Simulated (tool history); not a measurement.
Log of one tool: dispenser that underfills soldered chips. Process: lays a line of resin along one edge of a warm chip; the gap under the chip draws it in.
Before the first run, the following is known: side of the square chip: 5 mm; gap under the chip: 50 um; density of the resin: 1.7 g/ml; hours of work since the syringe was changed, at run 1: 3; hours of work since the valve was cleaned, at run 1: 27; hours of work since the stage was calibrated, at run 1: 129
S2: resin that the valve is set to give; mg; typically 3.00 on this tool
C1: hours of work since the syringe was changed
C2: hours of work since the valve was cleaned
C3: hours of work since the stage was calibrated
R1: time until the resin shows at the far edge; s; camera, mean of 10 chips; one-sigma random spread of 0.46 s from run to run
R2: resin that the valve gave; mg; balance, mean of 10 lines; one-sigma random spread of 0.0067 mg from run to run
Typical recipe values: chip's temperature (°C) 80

run 1 day=0.000 | chip's_temperature_(°C)=80 S2=3.00 | C1=3 C2=27 C3=129 | R1=42.7 R2=2.938
run 2 day=0.258 | chip's_temperature_(°C)=80 S2=3.00 | C1=7 C2=32 C3=134 | R1=55.3 R2=2.927
-- day=0.450 new syringe of resin
run 3 day=0.550 | chip's_temperature_(°C)=80 S2=3.00 | C1=2 C2=37 C3=139 | R1=41.8 R2=2.913
run 4 day=0.971 | chip's_temperature_(°C)=80 S2=3.00 | C1=9 C2=45 C3=146 | R1=64.1 R2=2.900
-- day=1.029 new syringe of resin
-- day=1.333 dispensing valve cleaned and set on the balance
run 5 day=1.442 | chip's_temperature_(°C)=88 S2=3.00 | C1=7 C2=2 C3=154 | R1=37.3 R2=3.009
-- day=1.638 new syringe of resin
run 6 day=1.871 | chip's_temperature_(°C)=80 S2=3.00 | C1=4 C2=9 C3=162 | R1=47.6 R2=2.988
-- day=2.229 new syringe of resin
run 7 day=2.229 | chip's_temperature_(°C)=80 S2=3.00 | C1=0 C2=16 C3=168 | R1=37.8 R2=2.972
run 8 day=2.642 | chip's_temperature_(°C)=80 S2=3.00 | C1=8 C2=23 C3=175 | R1=57.9 R2=2.961
-- day=2.788 new syringe of resin
run 9 day=3.096 | chip's_temperature_(°C)=80 S2=2.60 | C1=6 C2=31 C3=183 | R1=54.3 R2=2.545
-- day=3.350 new syringe of resin
run 10 day=3.433 | chip's_temperature_(°C)=80 S2=2.81 | C1=2 C2=37 C3=189 | R1=42.1 R2=2.744
-- day=3.912 new syringe of resin
run 11 day=3.912 | chip's_temperature_(°C)=80 S2=2.81 | C1=0 C2=46 C3=198 | R1=38.2 R2=2.731
-- day=4.183 dispensing valve cleaned and set on the balance
run 12 day=4.446 | chip's_temperature_(°C)=80 S2=2.81 | C1=9 C2=5 C3=207 | R1=63.1 R2=2.796
-- day=4.546 new syringe of resin
run 13 day=4.862 | chip's_temperature_(°C)=80 S2=2.81 | C1=6 C2=12 C3=214 | R1=55.1 R2=2.793
-- day=5.112 new syringe of resin
run 14 day=5.138 | chip's_temperature_(°C)=78 S2=2.67 | C1=0 C2=17 C3=219 | R1=43.1 R2=2.651
run 15 day=5.358 | chip's_temperature_(°C)=78 S2=2.67 | C1=4 C2=21 C3=223 | R1=55.6 R2=2.621
-- day=5.696 new syringe of resin
run 16 day=5.725 | chip's_temperature_(°C)=78 S2=3.00 | C1=1 C2=27 C3=229 | R1=43.6 R2=2.956
run 17 day=6.121 | chip's_temperature_(°C)=78 S2=3.00 | C1=8 C2=35 C3=237 | R1=66.1 R2=2.934
-- day=6.258 new syringe of resin
run 18 day=6.588 | chip's_temperature_(°C)=71 S2=2.77 | C1=6 C2=43 C3=245 | R1=86.7 R2=2.688
run 19 day=6.792 | chip's_temperature_(°C)=82 S2=3.23 | C1=10 C2=47 C3=249 | R1=59.6 R2=3.113
-- day=6.838 new syringe of resin
-- day=7.050 dispensing valve cleaned and set on the balance
run 20 day=7.171 | chip's_temperature_(°C)=82 S2=3.23 | C1=5 C2=2 C3=254 | R1=46.1 R2=3.228
-- day=7.442 new syringe of resin
run 21 day=7.562 | chip's_temperature_(°C)=82 S2=3.15 | C1=2 C2=9 C3=261 | R1=38.8 R2=3.112
run 22 day=7.883 | chip's_temperature_(°C)=85 S2=3.31 | C1=8 C2=15 C3=267 | R1=47.5 R2=3.273
-- day=8.017 new syringe of resin
run 23 day=8.192 | chip's_temperature_(°C)=72 S2=3.90 | C1=3 C2=20 C3=273 | R1=68.3 R2=3.829
run 24 day=8.483 | chip's_temperature_(°C)=72 S2=3.90 | C1=9 C2=26 C3=278 | R1=95.5 R2=3.819

Predict each of these 5 candidate next runs independently; none follows another, all start after run 24:
-- day=8.604 new syringe of resin
run A day=8.750 | chip's_temperature_(°C)=69 S2=3.64 | C1=3 C2=30 C3=283 | R1=? R2=?
-- day=8.604 new syringe of resin
run B day=8.750 | chip's_temperature_(°C)=72 S2=3.00 | C1=3 C2=30 C3=283 | R1=? R2=?
-- day=8.604 new syringe of resin
run C day=8.750 | chip's_temperature_(°C)=77 S2=2.87 | C1=3 C2=30 C3=283 | R1=? R2=?
-- day=8.604 new syringe of resin
run D day=8.750 | chip's_temperature_(°C)=89 S2=2.84 | C1=3 C2=30 C3=283 | R1=? R2=?
-- day=8.604 new syringe of resin
run E day=8.750 | chip's_temperature_(°C)=66 S2=3.00 | C1=3 C2=30 C3=283 | R1=? R2=?

run=A R1=76.6 R2=3.551
run=B R1=67.8 R2=2.924
run=C R1=53.4 R2=2.810
run=D R1=28.9 R2=2.766
run=E R1=93.1 R2=2.922
Take away the tool's hidden state, keep each run's random variation, and the runs would have read:
run=A R1=60.0 R2=3.642
run=B R1=52.9 R2=2.999
run=C R1=41.7 R2=2.882
run=D R1=22.7 R2=2.837
run=E R1=72.6 R2=2.997

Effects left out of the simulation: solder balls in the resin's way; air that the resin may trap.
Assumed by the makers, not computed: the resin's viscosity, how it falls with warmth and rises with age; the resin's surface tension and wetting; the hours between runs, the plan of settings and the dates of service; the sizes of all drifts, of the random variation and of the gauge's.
